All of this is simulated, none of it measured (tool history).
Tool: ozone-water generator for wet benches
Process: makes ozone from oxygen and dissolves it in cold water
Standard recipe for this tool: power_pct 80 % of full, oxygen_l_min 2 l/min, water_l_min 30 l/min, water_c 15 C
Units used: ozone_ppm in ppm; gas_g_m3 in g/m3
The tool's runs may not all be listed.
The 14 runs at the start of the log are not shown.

Run 15, hour 818: usual settings but power_pct 74 % of full. Result: ozone_ppm 7 ppm, gas_g_m3 233.5 g/m3.
Run 16, hour 876.3: usual settings but power_pct 74 % of full. Result: ozone_ppm 6.8 ppm, gas_g_m3 233.1 g/m3.
At hour 935: water thermometer calibrated, once more.
Run 17, hour 944.8: usual settings but power_pct 74 % of full. Result: ozone_ppm 7.2 ppm, gas_g_m3 231 g/m3.
Run 18, hour 1033.3: usual settings but power_pct 59 % of full, water_c 11 C. Result: ozone_ppm 6.1 ppm, gas_g_m3 204.4 g/m3.
Run 19, hour 1076.5: usual settings but power_pct 59 % of full, water_c 11 C. Result: ozone_ppm 6.1 ppm, gas_g_m3 202.3 g/m3.
Run 20, hour 1154.8: usual settings but power_pct 97 % of full, oxygen_l_min 3.42 l/min, water_l_min 22 l/min, water_c 11 C. Result: ozone_ppm 14.2 ppm, gas_g_m3 217.9 g/m3.
Run 21, hour 1195.6: usual settings but power_pct 97 % of full, oxygen_l_min 3.42 l/min, water_l_min 22 l/min, water_c 11 C. Result: ozone_ppm 14.2 ppm, gas_g_m3 218.9 g/m3.
Run 22, hour 1235.9: usual settings but power_pct 44 % of full, oxygen_l_min 3.26 l/min, water_l_min 22 l/min, water_c 16 C. Result: ozone_ppm 8.1 ppm, gas_g_m3 137 g/m3.
Run 23, hour 1285.3: usual settings but oxygen_l_min 1.73 l/min, water_l_min 43 l/min. Result: ozone_ppm 4.3 ppm, gas_g_m3 260 g/m3.
Run 24, hour 1374.9: usual settings but oxygen_l_min 1.73 l/min, water_l_min 43 l/min. Result: ozone_ppm 4.3 ppm, gas_g_m3 260 g/m3.
Run 25, hour 1434.3: usual settings but oxygen_l_min 2.75 l/min, water_c 14 C. Result: ozone_ppm 7.9 ppm, gas_g_m3 211.4 g/m3.
Run 26, hour 1508.2: usual settings but power_pct 43 % of full, water_l_min 28 l/min, water_c 7 C. Result: ozone_ppm 5.6 ppm, gas_g_m3 166.5 g/m3.
Run 27, hour 1545.8: usual settings but power_pct 43 % of full, water_l_min 28 l/min, water_c 7 C. Result: ozone_ppm 5.6 ppm, gas_g_m3 166.6 g/m3.
Run 28, hour 1595.9: usual settings but power_pct 43 % of full, water_l_min 28 l/min, water_c 7 C. Result: ozone_ppm 5.5 ppm, gas_g_m3 164.2 g/m3.
Run 29, hour 1662.8: usual settings but power_pct 43 % of full, water_l_min 28 l/min, water_c 7 C. Result: ozone_ppm 5.5 ppm, gas_g_m3 166.6 g/m3.
Run 30, hour 1748.2: usual settings but power_pct 46 % of full, oxygen_l_min 1.89 l/min, water_l_min 40 l/min, water_c 20 C. Result: ozone_ppm 3.5 ppm, gas_g_m3 177.8 g/m3.
Run 31, hour 1834.3: usual settings but oxygen_l_min 1.82 l/min, water_l_min 33 l/min, water_c 11 C. Result: ozone_ppm 6.3 ppm, gas_g_m3 254.4 g/m3.
Run 32, hour 1883.5: usual settings but power_pct 54 % of full, oxygen_l_min 1.82 l/min, water_l_min 33 l/min, water_c 11 C. Result: ozone_ppm 4.9 ppm, gas_g_m3 198.6 g/m3.

Branching from run 32: 3 alternative next runs. What would each branch give?
Run A, hour 1924: usual settings but power_pct 54 % of full, oxygen_l_min 1.82 l/min, water_l_min 33 l/min, water_c 7 C. Result: ozone_ppm ?, gas_g_m3 ?.
Run B, hour 1924: usual settings but oxygen_l_min 3.32 l/min, water_l_min 20 l/min. Result: ozone_ppm ?, gas_g_m3 ?.
Run C, hour 1924: usual settings but power_pct 54 % of full. Result: ozone_ppm ?, gas_g_m3 ?.

run  ozone_ppm  gas_g_m3
  A        4.9     197.3
  B       13.2     195.1
  C        5.4     192.1
Without the tool's unlogged condition, the same runs would have read:
run  ozone_ppm  gas_g_m3
  A        5.5     205.1
  B       14.6     205.1
  C          6     199.7
